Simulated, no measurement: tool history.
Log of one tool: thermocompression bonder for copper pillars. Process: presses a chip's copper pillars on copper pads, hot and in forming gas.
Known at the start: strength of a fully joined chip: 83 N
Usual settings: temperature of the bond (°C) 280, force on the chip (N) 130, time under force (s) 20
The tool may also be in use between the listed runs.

run	day	temperature of the bond (°C)	force on the chip (N)	time under force (s)	force that shears a chip off (N)
1	0.000	280	130	20	45.4
2	0.467	280	130	20	45.6
3	0.729	280	130	20	46.9
4	1.158	280	137	20	46.8
5	1.575	280	85	20	38.7
6	1.771	280	85	20	39.2
7	2.175	280	130	20	46.0
8	2.496	266	130	20	40.8
9	2.825	266	130	20	41.2
10	3.071	266	130	20	39.9
11	3.517	280	130	20	46.4
12	3.954	265	130	20	39.8
13	4.288	265	130	22	42.4
14	4.562	265	130	22	41.5
15	5.012	265	130	22	41.9
16	5.483	265	130	22	41.7
17	5.896	265	130	22	41.5
# day 5.983: forming gas filter changed
18	6.167	265	130	22	41.0
19	6.604	265	130	22	43.2
20	6.875	265	102	22	37.5
21	7.342	306	153	29	65.0
22	7.638	306	128	11	48.0
23	8.021	274	110	20	41.0
24	8.412	274	104	37	48.0
25	8.862	280	96	15	38.2
26	9.183	280	96	15	37.6
27	9.462	265	93	20	33.7
28	9.688	294	130	20	51.9
29	10.054	307	96	20	51.7
30	10.275	303	130	15	51.8
31	10.604	264	130	12	33.9
32	10.871	280	160	29	55.3
33	11.175	274	130	18	42.8
34	11.612	274	130	18	42.3
35	11.938	284	105	24	45.7
36	12.212	297	130	46	67.0
37	12.629	280	148	30	55.8
38	13.075	276	133	17	42.3
39	13.396	276	133	17	42.4

4 ways to go on from here, each from the tool as it stands after run 39. What would each give?
A	13.629	276	133	14	?
B	13.629	283	94	21	?
C	13.629	286	110	14	?
D	13.629	267	82	17	?

run	force that shears a chip off (N)
A	41.2
B	42.8
C	40.6
D	31.7
Without the tool's hidden state the same runs would have given:
run	force that shears a chip off (N)
A	41.4
B	42.9
C	40.8
D	31.8
